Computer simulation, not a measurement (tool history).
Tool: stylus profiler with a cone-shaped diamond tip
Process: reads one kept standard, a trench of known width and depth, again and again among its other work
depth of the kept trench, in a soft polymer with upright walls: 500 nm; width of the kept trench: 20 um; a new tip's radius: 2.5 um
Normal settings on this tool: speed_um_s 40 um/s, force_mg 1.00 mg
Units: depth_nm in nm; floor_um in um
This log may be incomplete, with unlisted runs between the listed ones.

run     day  speed_um_s  force_mg  depth_nm  floor_um
  1   0.000          40      1.00    501.49     16.73
  2   0.775          40      1.00    501.46     16.67
  3   1.712          40      1.46    501.99     16.68
  4   2.333          40      1.46    502.03     16.71
  5   3.038          40      1.46    501.96     16.73
  6   3.850          80      1.00    501.34     16.37
  7   4.392          80      2.13    502.54     16.52
  8   5.254          80      2.13    502.64     16.57
  9   5.867          80      2.13    502.41     16.57
 10   6.254          80      2.13    502.62     16.55
 11   6.942          40      1.00    501.51     16.62
 12   7.471          40      2.20    502.67     16.77
 13   8.304          40      2.20    502.44     16.71
 14   9.208          40      2.20    502.67     16.75
 15   9.754          17      2.20    502.87     16.85
 16  10.500          40      1.00    501.34     16.61
 17  11.079          40      1.00    501.39     16.68
 18  11.542          40      1.00    501.28     16.60
 19  11.975          40      1.00    501.44     16.61
 20  12.379          40      1.00    501.27     16.62
 21  13.008          40      0.90    501.08     16.57
 22  13.517          40      1.58    501.89     16.61
 23  13.954          40      1.58    501.79     16.70
 24  14.833          40      1.58    501.95     16.64
 25  15.629          62      0.72    500.90     16.34
 26  16.171          62      0.72    500.96     16.42
 27  16.767          36      0.64    500.79     16.57
 28  17.350          79      1.13    501.37     16.31
 29  18.071          79      1.13    501.35     16.30
 30  18.896         136      0.39    500.42     15.30
 31  19.767         138      2.96    503.16     16.32
 32  20.154          38      2.96    503.28     16.75
 33  20.538          14      1.03    501.03     16.82
 34  21.042          80      1.58    501.77     16.38
 35  21.421          34      2.42    502.70     16.75
 36  22.212          29      1.00    501.22     16.61
 37  22.725          31      0.37    500.37     16.54
 38  23.162          10      1.00    501.18     16.87
 39  23.758          26      2.83    503.04     16.70
 40  24.592          22      0.72    500.78     16.71
 41  25.433          22      0.72    500.84     16.70
 42  25.992          33      1.48    501.65     16.67
 43  26.596          33      1.48    501.86     16.67
 44  27.300          62      1.62    501.90     16.49
 45  28.229          83      1.15    501.43     16.26
 46  28.621          42      0.41    500.26     16.37
 47  29.412          42      0.41    500.32     16.33

Some steps in depth_nm between neighbouring runs. How much of each would the tool show without its hidden state too (settings, what came in, random variation), and how much is left for the hidden state, with any gauge scatter that isn't in both results?
The tool's hidden condition here consists of: radius of the tip, um; height scale over the true one, %; drift of the gauge itself on depth_nm, %; drift of the gauge itself on floor_um, %.
Run 15 -> 16: speed_um_s 17 -> 40, force_mg 2.20 -> 1.00. depth_nm -1.53 nm: hidden state -0.02, all else -1.51.
Run 19 -> 20: settings left as they were, no log entry in between. depth_nm -0.17 nm: hidden state -0.02, all else -0.15.
Run 29 -> 30: speed_um_s 79 -> 136, force_mg 1.13 -> 0.39. depth_nm -0.93 nm: hidden state -0.02, all else -0.91.
Run 30 -> 31: speed_um_s 136 -> 138, force_mg 0.39 -> 2.96. depth_nm +2.74 nm: hidden state -0.01, all else +2.75.
Run 32 -> 33: speed_um_s 38 -> 14, force_mg 2.96 -> 1.03. depth_nm -2.25 nm: hidden state +0.00, all else -2.25.
Run 39 -> 40: speed_um_s 26 -> 22, force_mg 2.83 -> 0.72. depth_nm -2.26 nm: hidden state -0.01, all else -2.25.

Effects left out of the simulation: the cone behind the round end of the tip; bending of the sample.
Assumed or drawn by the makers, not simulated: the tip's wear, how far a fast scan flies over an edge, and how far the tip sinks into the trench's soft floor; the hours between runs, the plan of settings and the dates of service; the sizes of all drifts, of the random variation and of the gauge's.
